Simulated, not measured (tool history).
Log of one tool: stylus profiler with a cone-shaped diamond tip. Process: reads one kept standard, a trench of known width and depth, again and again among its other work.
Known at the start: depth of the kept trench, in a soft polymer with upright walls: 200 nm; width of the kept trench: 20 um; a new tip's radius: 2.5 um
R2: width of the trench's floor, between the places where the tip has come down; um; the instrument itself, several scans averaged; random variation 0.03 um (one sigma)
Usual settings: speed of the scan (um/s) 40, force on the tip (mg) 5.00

Run 1, hour 0.0: usual settings. Result: depth of the trench (nm) 203.77, R2 17.73 um.
Run 2, hour 18.0: usual settings. Result: depth of the trench (nm) 203.85, R2 17.67 um.
Run 3, hour 41.4: usual settings. Result: depth of the trench (nm) 203.89, R2 17.66 um.
Run 4, hour 63.6: usual settings. Result: depth of the trench (nm) 203.45, R2 17.72 um.
Run 5, hour 86.2: usual settings but speed of the scan (um/s) 127. Result: depth of the trench (nm) 203.56, R2 17.33 um.
Run 6, hour 106.6: usual settings but speed of the scan (um/s) 127. Result: depth of the trench (nm) 203.74, R2 17.33 um.
Run 7, hour 123.9: usual settings. Result: depth of the trench (nm) 203.82, R2 17.64 um.
Run 8, hour 145.0: usual settings but force on the tip (mg) 5.68. Result: depth of the trench (nm) 203.83, R2 17.65 um.
Run 9, hour 154.8: usual settings but force on the tip (mg) 5.68. Result: depth of the trench (nm) 204.02, R2 17.68 um.
Run 10, hour 169.0: usual settings. Result: depth of the trench (nm) 203.59, R2 17.64 um.
Run 11, hour 178.8: usual settings. Result: depth of the trench (nm) 203.68, R2 17.70 um.
Run 12, hour 191.8: usual settings but force on the tip (mg) 5.30. Result: depth of the trench (nm) 203.69, R2 17.66 um.
Run 13, hour 214.3: usual settings but force on the tip (mg) 5.30. Result: depth of the trench (nm) 203.87, R2 17.71 um.
Run 14, hour 234.9: usual settings but force on the tip (mg) 6.79. Result: depth of the trench (nm) 204.43, R2 17.71 um.
Run 15, hour 245.2: usual settings but force on the tip (mg) 6.79. Result: depth of the trench (nm) 204.45, R2 17.67 um.
Run 16, hour 264.2: usual settings but force on the tip (mg) 6.79. Result: depth of the trench (nm) 204.38, R2 17.69 um.
Run 17, hour 276.0: usual settings but force on the tip (mg) 1.69. Result: depth of the trench (nm) 201.57, R2 17.51 um.
At hour 277.6: height scale calibrated on a step standard.
Run 18, hour 291.2: usual settings but speed of the scan (um/s) 127, force on the tip (mg) 10.59. Result: depth of the trench (nm) 205.95, R2 17.44 um.
Run 19, hour 309.0: usual settings but speed of the scan (um/s) 17, force on the tip (mg) 9.38. Result: depth of the trench (nm) 205.35, R2 17.72 um.
Run 20, hour 331.5: usual settings but speed of the scan (um/s) 37, force on the tip (mg) 7.87. Result: depth of the trench (nm) 204.73, R2 17.74 um.
Run 21, hour 352.4: usual settings but speed of the scan (um/s) 54, force on the tip (mg) 5.68. Result: depth of the trench (nm) 203.78, R2 17.61 um.
At hour 368.0: height scale calibrated on a step standard, once more.
Run 22, hour 368.4: usual settings but speed of the scan (um/s) 54, force on the tip (mg) 5.68. Result: depth of the trench (nm) 204.12, R2 17.58 um.
Run 23, hour 378.8: usual settings but speed of the scan (um/s) 62, force on the tip (mg) 9.44. Result: depth of the trench (nm) 205.95, R2 17.58 um.
Run 24, hour 390.9: usual settings but speed of the scan (um/s) 18. Result: depth of the trench (nm) 203.81, R2 17.71 um.
Run 25, hour 402.9: usual settings but force on the tip (mg) 7.47. Result: depth of the trench (nm) 205.01, R2 17.61 um.

Forecast each of these 3 alternatives for the next run:
Run A, hour 425.1: usual settings but force on the tip (mg) 2.80. Result: depth of the trench (nm) ?, R2 ?.
Run B, hour 425.1: usual settings but force on the tip (mg) 12.99. Result: depth of the trench (nm) ?, R2 ?.
Run C, hour 425.1: usual settings but speed of the scan (um/s) 13, force on the tip (mg) 9.02. Result: depth of the trench (nm) ?, R2 ?.

run  depth of the trench (nm)     R2
  A                    202.65  17.56
  B                    207.50  17.68
  C                    205.73  17.72
Without the tool's hidden state the same runs would have given:
run  depth of the trench (nm)     R2
  A                    202.65  17.83
  B                    207.49  17.94
  C                    205.73  17.99
